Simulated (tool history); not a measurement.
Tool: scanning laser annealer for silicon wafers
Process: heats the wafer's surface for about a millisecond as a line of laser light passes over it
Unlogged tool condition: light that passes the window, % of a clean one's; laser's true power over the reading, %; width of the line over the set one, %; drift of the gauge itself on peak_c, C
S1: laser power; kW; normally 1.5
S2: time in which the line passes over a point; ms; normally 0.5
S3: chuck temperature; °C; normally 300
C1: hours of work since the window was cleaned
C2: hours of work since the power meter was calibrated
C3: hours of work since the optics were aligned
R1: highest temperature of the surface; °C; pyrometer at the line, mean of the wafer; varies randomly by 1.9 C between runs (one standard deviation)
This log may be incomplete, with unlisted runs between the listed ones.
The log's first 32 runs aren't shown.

{"run": 33, "hour": 416.3, "S1": 1.5, "S2": 0.477, "S3": 305, "C1": 177, "C2": 450, "C3": 101, "R1": 1069}
{"run": 34, "hour": 431.4, "S1": 1.5, "S2": 0.477, "S3": 305, "C1": 186, "C2": 458, "C3": 109, "R1": 1070}
{"run": 35, "hour": 447.1, "S1": 1.5, "S2": 0.477, "S3": 305, "C1": 195, "C2": 467, "C3": 118, "R1": 1070}
{"run": 36, "hour": 456.4, "S1": 1.526, "S2": 0.5, "S3": 262, "C1": 200, "C2": 473, "C3": 123, "R1": 1063}
{"run": 37, "hour": 470.2, "S1": 1.311, "S2": 0.5, "S3": 329, "C1": 208, "C2": 481, "C3": 131, "R1": 982}
{"run": 38, "hour": 478.3, "S1": 1.5, "S2": 0.405, "S3": 270, "C1": 213, "C2": 485, "C3": 136, "R1": 979}
{"run": 39, "hour": 491.5, "S1": 1.367, "S2": 0.559, "S3": 270, "C1": 220, "C2": 493, "C3": 144, "R1": 998}
{"run": 40, "hour": 507.3, "S1": 1.303, "S2": 0.416, "S3": 296, "C1": 229, "C2": 502, "C3": 153, "R1": 891}

3 options for the next run, each taken on its own from the tool as it stands now. Forecast them:
{"run": "A", "hour": 516.8, "S1": 1.303, "S2": 0.593, "S3": 321, "C1": 235, "C2": 507, "C3": 158, "R1": "?"}
{"run": "B", "hour": 516.8, "S1": 1.5, "S2": 0.368, "S3": 289, "C1": 235, "C2": 507, "C3": 158, "R1": "?"}
{"run": "C", "hour": 516.8, "S1": 1.412, "S2": 0.531, "S3": 281, "C1": 235, "C2": 507, "C3": 158, "R1": "?"}

run=A R1=1025
run=B R1=964
run=C R1=1026
Stripped of hidden state, with their random variation kept, the same runs would have yielded:
run=A R1=1030
run=B R1=969
run=C R1=1031
